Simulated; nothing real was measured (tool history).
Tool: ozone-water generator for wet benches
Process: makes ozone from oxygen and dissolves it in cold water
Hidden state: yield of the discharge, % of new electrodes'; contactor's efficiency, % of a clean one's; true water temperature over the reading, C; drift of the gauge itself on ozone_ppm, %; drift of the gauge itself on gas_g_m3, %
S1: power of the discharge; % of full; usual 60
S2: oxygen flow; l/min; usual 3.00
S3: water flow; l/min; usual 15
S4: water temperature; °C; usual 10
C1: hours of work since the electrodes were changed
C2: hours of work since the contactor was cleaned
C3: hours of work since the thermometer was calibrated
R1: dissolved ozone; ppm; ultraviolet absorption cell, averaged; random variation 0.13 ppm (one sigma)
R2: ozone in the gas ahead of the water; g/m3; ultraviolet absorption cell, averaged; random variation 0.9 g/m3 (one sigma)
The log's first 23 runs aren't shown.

run 24 hour=1678.1 | S1=60 S2=1.60 S3=20 S4=6 | C1=2691 C2=4309 C3=2691 | R1=6.5 R2=196.6
run 25 hour=1759.3 | S1=66 S2=2.28 S3=16 S4=12 | C1=2758 C2=4376 C3=2758 | R1=9.8 R2=171.0
run 26 hour=1814.1 | S1=83 S2=4.79 S3=16 S4=13 | C1=2803 C2=4421 C3=2803 | R1=12.0 R2=129.4
run 27 hour=1862.9 | S1=51 S2=4.21 S3=24 S4=5 | C1=2843 C2=4461 C3=2843 | R1=5.4 R2=94.4
run 28 hour=1956.2 | S1=88 S2=2.48 S3=10 S4=11 | C1=2920 C2=4538 C3=2920 | R1=21.8 R2=202.8
run 29 hour=2025.2 | S1=88 S2=2.48 S3=10 S4=11 | C1=2976 C2=4595 C3=2976 | R1=21.3 R2=201.9
run 30 hour=2070.6 | S1=88 S2=2.48 S3=10 S4=11 | C1=3014 C2=4632 C3=3014 | R1=21.3 R2=201.9
-- hour=2129.6 contactor cleaned
run 31 hour=2129.6 | S1=88 S2=3.15 S3=19 S4=11 | C1=3059 C2=0 C3=3059 | R1=11.7 R2=172.7
run 32 hour=2214.0 | S1=88 S2=3.15 S3=19 S4=11 | C1=3129 C2=69 C3=3129 | R1=11.7 R2=171.7

Forecast each of these 3 alternatives for the next run:
-- hour=2228.3 water thermometer calibrated
run A hour=2258.3 | S1=88 S2=3.15 S3=22 S4=11 | C1=3165 C2=106 C3=25 | R1=? R2=?
-- hour=2228.3 water thermometer calibrated
run B hour=2258.3 | S1=41 S2=3.02 S3=23 S4=11 | C1=3165 C2=106 C3=25 | R1=? R2=?
-- hour=2228.3 water thermometer calibrated
run C hour=2258.3 | S1=50 S2=3.15 S3=19 S4=11 | C1=3165 C2=106 C3=25 | R1=? R2=?

run=A R1=9.6 R2=170.2
run=B R1=4.9 R2=95.1
run=C R1=7.3 R2=110.3
Without the tool's hidden state the same runs would have given:
run=A R1=11.6 R2=203.7
run=B R1=5.4 R2=103.2
run=C R1=8.2 R2=122.6
